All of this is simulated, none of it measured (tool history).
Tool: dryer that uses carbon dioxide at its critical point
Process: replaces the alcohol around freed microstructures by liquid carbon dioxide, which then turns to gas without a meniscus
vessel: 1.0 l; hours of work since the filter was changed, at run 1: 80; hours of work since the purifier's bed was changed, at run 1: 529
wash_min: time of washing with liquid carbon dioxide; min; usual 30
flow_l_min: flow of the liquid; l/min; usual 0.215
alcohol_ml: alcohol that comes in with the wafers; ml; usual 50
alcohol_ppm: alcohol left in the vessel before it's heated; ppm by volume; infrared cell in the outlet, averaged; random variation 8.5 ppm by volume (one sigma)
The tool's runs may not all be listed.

run,hour,wash_min,flow_l_min,alcohol_ml,hours of work since the filter was changed,hours of work since the purifier's bed was changed,alcohol_ppm
1,0,30,0.215,50,80,529,605
2,59.4,30,0.215,50,99,548,607
3,96.4,30,0.215,50,111,560,608
4,135.2,30,0.215,50,124,573,639
5,174.6,30,0.215,50,136,586,641
6,200.6,30,0.215,50,145,594,656
7,243.7,30,0.215,50,159,608,659
8,270,30,0.215,50,168,617,684
# hour 294.5: inlet filter changed
9,323.8,30,0.215,50,10,634,546
10,375.1,30,0.215,50,26,651,585
11,426,30,0.215,50,43,667,592
12,455,30,0.215,50,52,677,603
13,502.4,30,0.215,50,68,692,618
14,556.1,30,0.215,35,85,710,482
15,586.7,30,0.215,35,95,720,480
16,643.1,30,0.215,35,114,738,504
17,695.4,34,0.215,50,131,755,416
18,752.8,34,0.215,50,149,774,437
19,792.9,32,0.304,50,162,787,176
# hour 831.2: inlet filter changed
20,843.9,19,0.187,26,4,803,2159
# hour 887.4: purifier's bed changed
21,890.1,25,0.309,92,18,1,296
22,916.4,25,0.309,92,27,9,302
23,957.5,30,0.215,57,40,23,575
24,999,36,0.215,114,54,36,469
25,1051.4,32,0.192,96,71,53,1290
26,1086.2,30,0.217,50,82,65,517
27,1130.4,23,0.215,50,96,79,1593
28,1177.7,38,0.215,72,112,95,256
29,1235.5,25,0.163,63,131,113,3951
30,1264.1,21,0.259,51,140,123,1152
31,1298.1,40,0.181,50,151,134,401
32,1352.4,40,0.148,43,169,151,872
# hour 1369.3: inlet filter changed
33,1378.7,40,0.148,43,3,160,702
34,1436.9,40,0.148,43,22,179,711

Hidden state at the last listed run before each entry between runs and at the first one after, where it differs:
Between runs 8 and 9: inlet filter changed (hour 294.5)
  flow that reaches the vessel past the clogged filter, %: 94.7 -> 99.5; alcohol in the recycled carbon dioxide, ppm: 94 -> 96.4
  measured less the result without the state, alcohol_ppm: +219 -> +102 ppm by volume
Between runs 19 and 20: inlet filter changed (hour 831.2)
  flow that reaches the vessel past the clogged filter, %: 94.4 -> 99.5; alcohol in the recycled carbon dioxide, ppm: 118.6 -> 120.8
  measured less the result without the state, alcohol_ppm: +130 -> +142 ppm by volume
Between runs 20 and 21: purifier's bed changed (hour 887.4)
  flow that reaches the vessel past the clogged filter, %: 99.5 -> 99; alcohol in the recycled carbon dioxide, ppm: 120.8 -> 6.2
  measured less the result without the state, alcohol_ppm: +142 -> +18 ppm by volume
Between runs 32 and 33: inlet filter changed (hour 1369.3)
  flow that reaches the vessel past the clogged filter, %: 94.1 -> 99.7; alcohol in the recycled carbon dioxide, ppm: 27.6 -> 28.8
  measured less the result without the state, alcohol_ppm: +205 -> +31 ppm by volume

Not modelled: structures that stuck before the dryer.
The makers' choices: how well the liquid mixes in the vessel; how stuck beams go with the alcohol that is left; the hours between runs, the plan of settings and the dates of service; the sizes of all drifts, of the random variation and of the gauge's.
